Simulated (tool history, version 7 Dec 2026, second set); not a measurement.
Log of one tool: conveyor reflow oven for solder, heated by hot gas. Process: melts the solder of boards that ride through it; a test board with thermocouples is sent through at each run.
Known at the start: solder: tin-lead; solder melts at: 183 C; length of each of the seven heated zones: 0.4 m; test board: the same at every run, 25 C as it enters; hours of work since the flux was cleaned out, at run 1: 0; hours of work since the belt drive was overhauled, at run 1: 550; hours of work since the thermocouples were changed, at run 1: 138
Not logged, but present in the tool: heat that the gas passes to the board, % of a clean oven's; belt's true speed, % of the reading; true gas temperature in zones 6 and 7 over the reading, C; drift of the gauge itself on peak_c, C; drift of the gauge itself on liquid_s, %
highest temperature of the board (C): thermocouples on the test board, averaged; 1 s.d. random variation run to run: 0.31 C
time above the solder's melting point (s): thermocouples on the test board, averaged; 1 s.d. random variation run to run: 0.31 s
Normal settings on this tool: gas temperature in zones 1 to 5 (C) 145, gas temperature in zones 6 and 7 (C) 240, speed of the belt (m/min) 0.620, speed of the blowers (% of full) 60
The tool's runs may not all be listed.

run	day	gas temperature in zones 1 to 5 (C)	gas temperature in zones 6 and 7 (C)	speed of the belt (m/min)	speed of the blowers (% of full)	hours of work since the flux was cleaned out	hours of work since the belt drive was overhauled	hours of work since the thermocouples were changed	highest temperature of the board (C)	time above the solder's melting point (s)
1	0.000	145	240	0.620	60	0	550	138	219.0	61.1
2	0.992	145	240	0.620	60	16	565	154	218.7	61.6
3	2.908	145	242	0.620	60	45	594	183	219.7	62.1
4	4.425	145	242	0.620	60	68	617	206	219.8	62.7
5	5.492	141	242	0.620	60	84	633	222	218.8	59.6
6	7.304	145	240	0.620	60	112	661	250	217.8	60.5
7	9.479	145	240	0.620	60	145	694	283	217.5	60.5
# day 10.875: belt drive overhauled, speed set with a stopwatch
8	11.412	145	240	0.620	60	172	8	310	216.6	59.1
9	12.379	145	240	0.620	60	187	23	325	216.8	59.2
10	13.383	145	240	0.620	60	202	38	340	216.2	58.1
11	15.046	145	240	0.620	60	228	64	366	216.3	58.4
# day 15.921: flux residue cleaned out of gas plates and filters
12	16.767	145	240	0.620	60	13	87	389	218.3	60.4
13	17.975	145	240	0.620	60	31	105	407	218.0	60.7
14	18.921	145	245	0.620	60	46	120	421	221.9	63.4
15	21.083	145	240	0.620	60	79	153	454	217.8	60.2
16	22.083	145	240	0.618	60	94	168	470	218.3	59.7
17	23.200	145	240	0.618	60	111	185	487	218.0	60.4
18	25.438	145	242	0.620	61	145	219	521	219.5	61.2
19	27.688	145	242	0.620	61	180	253	555	218.7	61.1
20	28.667	145	240	0.597	60	195	268	570	218.2	63.4
21	30.500	145	240	0.620	53	222	296	598	215.0	57.1
# day 31.654: flux residue cleaned out of gas plates and filters
22	32.554	145	240	0.620	53	14	325	626	217.6	59.3
23	33.967	145	241	0.682	56	35	346	648	214.4	51.4
24	35.221	145	241	0.685	68	54	365	667	217.3	54.0
25	36.842	145	251	0.642	55	79	390	692	223.9	62.8
26	37.912	151	251	0.596	55	96	406	708	229.2	73.6
27	39.292	145	240	0.646	60	117	427	729	217.1	56.6
28	40.812	156	240	0.600	57	140	451	752	221.1	70.2
29	42.958	136	236	0.686	80	173	483	785	212.0	47.1

Difference, measured minus no-hidden-state, one row per run. Run-to-run variation is common to both terms; the gauge's own scatter need not be:
run	highest temperature of the board (C)	time above the solder's melting point (s)
1	+0.7	+1.3
2	+0.7	+1.3
3	+0.5	+1.1
4	+0.2	+0.9
5	+0.2	+0.8
6	-0.1	+0.6
7	-0.4	+0.4
8	-1.1	-1.2
9	-1.2	-1.4
10	-1.3	-1.5
11	-1.6	-1.6
12	+0.4	+0.4
13	+0.3	+0.3
14	+0.2	+0.2
15	-0.1	+0.0
16	-0.2	-0.2
17	-0.3	-0.3
18	-0.7	-0.5
19	-0.9	-0.7
20	-0.9	-0.7
21	-1.1	-1.0
22	+0.9	+1.1
23	+0.7	+0.9
24	+0.5	+0.7
25	+0.4	+0.7
26	+0.3	+0.7
27	+0.2	+0.4
28	+0.2	+0.6
29	-0.6	-0.5
